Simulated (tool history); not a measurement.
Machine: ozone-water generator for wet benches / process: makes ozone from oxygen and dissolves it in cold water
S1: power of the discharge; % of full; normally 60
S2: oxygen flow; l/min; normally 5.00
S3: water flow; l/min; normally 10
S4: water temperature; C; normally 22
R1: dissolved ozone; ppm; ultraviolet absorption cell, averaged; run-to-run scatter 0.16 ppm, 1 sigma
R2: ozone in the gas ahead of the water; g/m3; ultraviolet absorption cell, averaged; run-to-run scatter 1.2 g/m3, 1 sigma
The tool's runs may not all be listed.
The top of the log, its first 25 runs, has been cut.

run     day  S1    S2  S3  S4    R1     R2
 26  64.308  60  4.71   7  21  27.4  215.4
 27  66.704  44  3.26   7  21  26.5  240.1
 28  70.142  85  5.00  10  28  21.6  251.2
 29  73.346  85  5.00  10  28  21.7  251.4
 30  76.042  60  5.00  10  15  23.4  208.0
 31  79.258  60  5.00  10  15  23.3  207.8
 32  82.096  60  5.00  10  26  18.5  211.7
 33  84.946  60  5.00  10  26  18.5  208.2
 34  87.346  80  7.87  10  26  18.2  178.1

3 options for the next run, each taken on its own from the tool as it stands now. Forecast them:
  A  89.962  80  3.44  10  23   ?   ?
  B  89.962  64  3.27  10  21   ?   ?
  C  89.962  60  5.00  10  21   ?   ?

run    R1     R2
  A  25.6  308.9
  B  23.6  285.2
  C  20.7  209.7
Take away the tool's hidden state, keep each run's random variation, and the runs would have read:
run    R1     R2
  A  27.3  322.7
  B  25.1  296.6
  C  22.0  217.8
